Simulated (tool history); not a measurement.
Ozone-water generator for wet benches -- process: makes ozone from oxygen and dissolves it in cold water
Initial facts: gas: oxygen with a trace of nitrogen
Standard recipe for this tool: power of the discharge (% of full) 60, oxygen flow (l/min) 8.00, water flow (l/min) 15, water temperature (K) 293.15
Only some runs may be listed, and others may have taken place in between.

| run | hour | power of the discharge (% of full) | oxygen flow (l/min) | water flow (l/min) | water temperature (K) | dissolved ozone (ppm) | ozone in the gas ahead of the water (g/m3) |
|---|---|---|---|---|---|---|---|
| 1 | 0.0 | 60 | 8.00 | 15 | 293.15 | 25.0 | 184.2 |
| 2 | 54.1 | 77 | 8.00 | 15 | 293.15 | 29.9 | 221.8 |
| 3 | 151.2 | 77 | 8.00 | 15 | 293.15 | 29.7 | 220.3 |
| 4 | 201.5 | 77 | 8.00 | 15 | 293.15 | 29.5 | 219.2 |
| 5 | 302.2 | 77 | 8.00 | 15 | 293.15 | 29.7 | 218.4 |
| 6 | 394.1 | 77 | 8.00 | 15 | 293.15 | 29.6 | 220.6 |
|  | 401.2 | water thermometer calibrated |
| 7 | 439.7 | 61 | 8.00 | 15 | 293.15 | 24.7 | 187.8 |
| 8 | 528.2 | 61 | 8.00 | 15 | 293.15 | 24.8 | 185.1 |
| 9 | 620.2 | 61 | 8.00 | 15 | 293.15 | 24.6 | 185.8 |
|  | 668.7 | water thermometer calibrated, once more |
| 10 | 685.0 | 60 | 8.00 | 15 | 293.15 | 24.8 | 183.2 |
| 11 | 777.3 | 59 | 9.57 | 15 | 293.15 | 23.2 | 162.7 |
| 12 | 866.8 | 85 | 9.18 | 15 | 289.15 | 32.5 | 217.2 |

Forecast run 13:
| 13 | 910.2 | 85 | 9.18 | 15 | 289.15 | ? | ? |

Logged for run 13: dissolved ozone (ppm) 33.0, ozone in the gas ahead of the water (g/m3) 215.3.
Take away the tool's hidden state, keep the run-to-run variation as it was, and the same run would have given dissolved ozone (ppm) 36.9, ozone in the gas ahead of the water (g/m3) 229.2.
